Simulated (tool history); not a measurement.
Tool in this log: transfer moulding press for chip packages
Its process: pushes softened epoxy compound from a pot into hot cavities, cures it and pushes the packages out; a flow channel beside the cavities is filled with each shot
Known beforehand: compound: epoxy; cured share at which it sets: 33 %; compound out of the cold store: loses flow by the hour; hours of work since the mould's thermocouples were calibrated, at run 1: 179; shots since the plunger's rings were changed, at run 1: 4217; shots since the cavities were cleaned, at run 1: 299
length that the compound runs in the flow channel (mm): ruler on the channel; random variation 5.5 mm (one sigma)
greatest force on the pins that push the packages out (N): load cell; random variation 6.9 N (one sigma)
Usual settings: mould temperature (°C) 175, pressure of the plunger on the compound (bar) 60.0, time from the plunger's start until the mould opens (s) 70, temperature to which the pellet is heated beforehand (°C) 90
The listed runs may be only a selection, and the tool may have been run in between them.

| run | hour | mould temperature (°C) | pressure of the plunger on the compound (bar) | time from the plunger's start until the mould opens (s) | temperature to which the pellet is heated beforehand (°C) | hours of work since the mould's thermocouples were calibrated | shots since the plunger's rings were changed | shots since the cavities were cleaned | incoming compound's hours out of the cold store | length that the compound runs in the flow channel (mm) | greatest force on the pins that push the packages out (N) |
|---|---|---|---|---|---|---|---|---|---|---|---|
| 1 | 0.0 | 175 | 60.0 | 70 | 90 | 179 | 4217 | 299 | 20.0 | 544 | 396 |
| 2 | 9.3 | 175 | 56.6 | 70 | 90 | 185 | 4360 | 442 | 38.7 | 505 | 427 |
|  | 15.1 | cavities cleaned with cleaning compound and waxed |
| 3 | 25.2 | 175 | 56.6 | 70 | 90 | 195 | 4582 | 155 | 20.9 | 530 | 338 |
| 4 | 45.7 | 175 | 56.6 | 70 | 90 | 209 | 4898 | 471 | 41.2 | 495 | 419 |
|  | 49.1 | cavities cleaned with cleaning compound and waxed |
| 5 | 68.4 | 175 | 56.6 | 70 | 90 | 223 | 5225 | 298 | 25.5 | 510 | 392 |
|  | 83.5 | cavities cleaned with cleaning compound and waxed |
| 6 | 89.3 | 183 | 56.6 | 70 | 90 | 236 | 5525 | 90 | 19.5 | 493 | 248 |
| 7 | 99.6 | 175 | 60.0 | 70 | 90 | 243 | 5683 | 248 | 22.6 | 522 | 358 |
| 8 | 109.8 | 175 | 60.0 | 70 | 90 | 249 | 5841 | 406 | 39.3 | 489 | 401 |
|  | 118.6 | cavities cleaned with cleaning compound and waxed |
| 9 | 120.8 | 180 | 59.1 | 70 | 90 | 256 | 5987 | 35 | 34.4 | 484 | 247 |
| 10 | 129.6 | 180 | 59.1 | 70 | 90 | 262 | 6122 | 170 | 12.2 | 527 | 294 |
| 11 | 149.1 | 181 | 66.7 | 56 | 93 | 275 | 6423 | 471 | 44.9 | 505 | 431 |
|  | 153.4 | cavities cleaned with cleaning compound and waxed |
| 12 | 166.5 | 175 | 47.1 | 70 | 90 | 285 | 6669 | 203 | 43.5 | 421 | 342 |
| 13 | 182.8 | 175 | 61.2 | 55 | 81 | 296 | 6920 | 454 | 30.1 | 497 | 675 |
|  | 187.8 | cavities cleaned with cleaning compound and waxed |
|  | 192.1 | plunger's sealing rings changed |
| 14 | 196.3 | 175 | 61.2 | 55 | 81 | 302 | 65 | 93 | 32.7 | 581 | 495 |
|  | 207.2 | mould's thermocouples calibrated |
| 15 | 212.1 | 175 | 60.0 | 81 | 90 | 3 | 278 | 306 | 46.4 | 561 | 344 |
|  | 227.1 | cavities cleaned with cleaning compound and waxed |
| 16 | 231.6 | 175 | 68.4 | 70 | 90 | 15 | 556 | 69 | 21.9 | 630 | 315 |

Alternative continuations, all from the tool just after run 16; predict every row:
| A | 250.5 | 175 | 74.8 | 80 | 92 | 28 | 847 | 360 | 31.1 | ? | ? |
| B | 250.5 | 174 | 53.7 | 64 | 90 | 28 | 847 | 360 | 20.2 | ? | ? |
| C | 250.5 | 182 | 68.4 | 70 | 97 | 28 | 847 | 360 | 10.5 | ? | ? |
| D | 250.5 | 176 | 68.4 | 70 | 90 | 28 | 847 | 360 | 12.9 | ? | ? |

| run | length that the compound runs in the flow channel (mm) | greatest force on the pins that push the packages out (N) |
|---|---|---|
| A | 631 | 363 |
| B | 550 | 556 |
| C | 629 | 347 |
| D | 643 | 407 |
What these runs would have given with no unlogged condition in the tool:
| run | length that the compound runs in the flow channel (mm) | greatest force on the pins that push the packages out (N) |
|---|---|---|
| A | 642 | 243 |
| B | 560 | 373 |
| C | 640 | 233 |
| D | 655 | 271 |
